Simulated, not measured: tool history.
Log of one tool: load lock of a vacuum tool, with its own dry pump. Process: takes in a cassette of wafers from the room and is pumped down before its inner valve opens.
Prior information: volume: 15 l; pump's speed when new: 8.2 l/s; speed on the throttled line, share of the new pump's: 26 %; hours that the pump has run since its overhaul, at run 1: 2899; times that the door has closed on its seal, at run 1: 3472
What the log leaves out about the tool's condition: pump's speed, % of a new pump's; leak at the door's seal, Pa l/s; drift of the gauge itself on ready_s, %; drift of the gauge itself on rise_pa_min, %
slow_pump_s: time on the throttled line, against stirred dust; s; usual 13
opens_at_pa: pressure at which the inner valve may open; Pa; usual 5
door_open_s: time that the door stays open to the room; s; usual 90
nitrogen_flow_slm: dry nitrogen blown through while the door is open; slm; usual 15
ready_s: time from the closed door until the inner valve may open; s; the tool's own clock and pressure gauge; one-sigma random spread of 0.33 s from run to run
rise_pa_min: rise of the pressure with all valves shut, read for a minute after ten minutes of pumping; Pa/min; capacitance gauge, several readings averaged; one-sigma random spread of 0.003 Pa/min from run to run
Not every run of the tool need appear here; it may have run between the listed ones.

run    hour  slow_pump_s  opens_at_pa  door_open_s  nitrogen_flow_slm  hours that the pump has run since its overhaul  times that the door has closed on its seal  incoming humidity of the room's air, %  ready_s  rise_pa_min
  1       0           13            5           90                 15                                            2899                                        3472                                    44.7     28.7        0.073
  2    50.7           13            5           90                 15                                            2949                                        3670                                    44.2     28.6         0.07
  3   141.6           13            5           90                 15                                            3040                                        4024                                    44.8     28.9         0.08
  4     224           13            5           90                 15                                            3123                                        4345                                    43.3     27.9        0.079
  5   295.5           13            5           90                 15                                            3194                                        4623                                      43     28.2        0.082
  6   354.8            8            5           90                 15                                            3253                                        4854                                    44.7     24.6        0.089
  7   417.3            8            5           90                 15                                            3316                                        5097                                    43.1     24.4        0.092
  8   505.2            8            5           90                 15                                            3404                                        5440                                    45.3     25.4        0.093
  9   548.4           13            9           90                 15                                            3447                                        5608                                    46.4     27.2        0.099
 10   654.7           15            5           90                 15                                            3553                                        6022                                    44.2     29.8        0.106
 11   756.8           13            5           90                 15                                            3655                                        6419                                    44.5     28.2        0.109
 12     818           13            5           90                 15                                            3717                                        6658                                    42.1     28.1        0.105
 13   920.2           13            5           90                 15                                            3819                                        7056                                    45.9     28.7        0.114
 14  1007.1           13            5           90                 21                                            3906                                        7394                                    48.4     28.3        0.114
 15  1055.8           13            7           35                  5                                            3954                                        7584                                    45.3     28.1        0.107
 16  1106.1           13            7           65                  7                                            4005                                        7779                                    45.3     28.2        0.125
 17  1200.4           13            7           65                  7                                            4099                                        8147                                    43.3     27.3        0.128
 18  1256.1           13            5          151                  7                                            4155                                        8364                                    42.4     28.7        0.165
 19  1345.3           13            5          151                  7                                            4244                                        8711                                      46     28.9        0.171
 20  1400.1           16            5           59                 15                                            4299                                        8924                                    46.9     31.2         0.13
 21  1491.4           18            8           27                  4                                            4390                                        9280                                    45.4     31.8        0.125
 22  1552.4           10            8          183                  5                                            4451                                        9517                                    43.6     25.6        0.203
 23  1624.4           13            4           90                  7                                            4523                                        9798                                    46.7       29        0.159
 24  1711.1            8            7           51                 20                                            4610                                       10136                                    47.4     24.3        0.148
 25  1764.1            8            7           51                 20                                            4663                                       10342                                      42     24.3        0.144
 26  1817.7           11            4           27                 38                                            4716                                       10551                                    41.9       28         0.14

Consider 5 possible next runs. They are alternatives, not a sequence: every one starts from the tool as it was left by run 26. What does each give?
  A  1878.7           11            7           27                 38                                            4777                                       10788                                      48        ?            ?
  B  1878.7           13            5          206                 15                                            4777                                       10788                                    47.1        ?            ?
  C  1878.7           17            4           90                 15                                            4777                                       10788                                    44.5        ?            ?
  D  1878.7           11            7           27                 29                                            4777                                       10788                                    43.1        ?            ?
  E  1878.7           17            5           41                 15                                            4777                                       10788                                    48.3        ?            ?

run  ready_s  rise_pa_min
  A     26.8        0.138
  B     28.9         0.21
  C     32.9         0.17
  D     26.7        0.137
  E     31.9        0.156
Had the tool no hidden state, the same runs would have come out as:
run  ready_s  rise_pa_min
  A       26        0.016
  B     28.1        0.085
  C     32.2        0.047
  D       26        0.013
  E     31.2        0.032
